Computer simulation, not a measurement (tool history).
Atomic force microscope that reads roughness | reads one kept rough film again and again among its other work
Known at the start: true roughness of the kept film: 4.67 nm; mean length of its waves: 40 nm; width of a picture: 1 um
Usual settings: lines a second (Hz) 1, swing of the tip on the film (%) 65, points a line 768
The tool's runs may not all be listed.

run	hour	lines a second (Hz)	swing of the tip on the film (%)	points a line	roughness of the kept film (nm (root mean square))
1	0	1	65	768	3.597
2	6.1	1	65	768	3.53
3	9.8	1	65	768	3.554
4	14.9	1	65	768	3.492
5	20.5	1	65	768	3.453
6	29.5	1	65	768	3.416
7	33.4	1	65	840	3.404
8	41.6	1.01	65	840	3.352
9	47.9	1.01	65	840	3.357
10	55.2	1.01	65	840	3.291
11	61.6	1	65	556	3.26
# hour 62.8: new tip fitted
12	67.2	1	65	556	4.006
13	73.7	1	65	269	3.937
14	79	1	65	269	3.873
15	85.6	1	73	768	3.824
16	90.7	1	73	768	3.798
17	94.4	1	66	768	3.816
18	98.9	1	66	768	3.781
19	106.9	1	78	768	3.634
20	114.1	1	78	768	3.612
21	122.2	1	78	768	3.537
22	130.7	2.06	86	523	3.177
23	138.7	3.3	55	278	3.482
24	146	0.91	59	370	3.579
25	152.5	0.91	59	370	3.539
26	158	0.76	65	381	3.466
27	164.9	1	65	304	3.405

The next listed run, before its measurement:
28	172.2	1	65	804	?

{"run 28": {"roughness of the kept film (nm (root mean square))": 3.407}}
Without the tool's hidden state the same run would have given roughness of the kept film (nm (root mean square)) 4.073.

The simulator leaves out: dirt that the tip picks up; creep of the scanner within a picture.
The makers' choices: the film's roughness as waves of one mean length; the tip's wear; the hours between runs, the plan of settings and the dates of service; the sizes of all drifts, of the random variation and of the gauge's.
